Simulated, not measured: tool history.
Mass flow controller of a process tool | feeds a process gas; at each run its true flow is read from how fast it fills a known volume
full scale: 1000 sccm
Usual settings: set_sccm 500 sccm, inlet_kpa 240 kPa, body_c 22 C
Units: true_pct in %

| run | hour | set_sccm | inlet_kpa | body_c | true_pct |
|---|---|---|---|---|---|
| 1 | 0.0 | 500 | 240 | 22 | 99.65 |
| 2 | 61.5 | 500 | 240 | 22 | 99.70 |
| 3 | 196.1 | 500 | 240 | 22 | 99.64 |
| 4 | 320.2 | 500 | 240 | 22 | 99.66 |
| 5 | 436.3 | 500 | 209 | 22 | 99.76 |
| 6 | 499.6 | 500 | 209 | 22 | 99.79 |
| 7 | 573.3 | 500 | 209 | 37 | 98.03 |
|  | 581.6 | controller's zero set anew |
| 8 | 704.0 | 851 | 264 | 30 | 99.26 |
| 9 | 778.0 | 500 | 263 | 22 | 99.03 |
| 10 | 893.6 | 130 | 256 | 21 | 93.42 |
|  | 1028.9 | controller's zero set anew, once more |
| 11 | 1028.9 | 130 | 256 | 21 | 100.07 |

Hidden state or all else? Some run-to-run changes of true_pct, split into what the settings, what came in and random variation would give without the hidden state, and what is left for the hidden state (with any gauge scatter that isn't in both results):
The hidden state here: flow at rest that the sensor doesn't see, % of full scale; true flow over the shown one, %; drift of the gauge itself on true_pct, %.
Run 10 -> 11: controller's zero set anew, once more. true_pct +6.65 %: hidden state +6.51, all else +0.14.

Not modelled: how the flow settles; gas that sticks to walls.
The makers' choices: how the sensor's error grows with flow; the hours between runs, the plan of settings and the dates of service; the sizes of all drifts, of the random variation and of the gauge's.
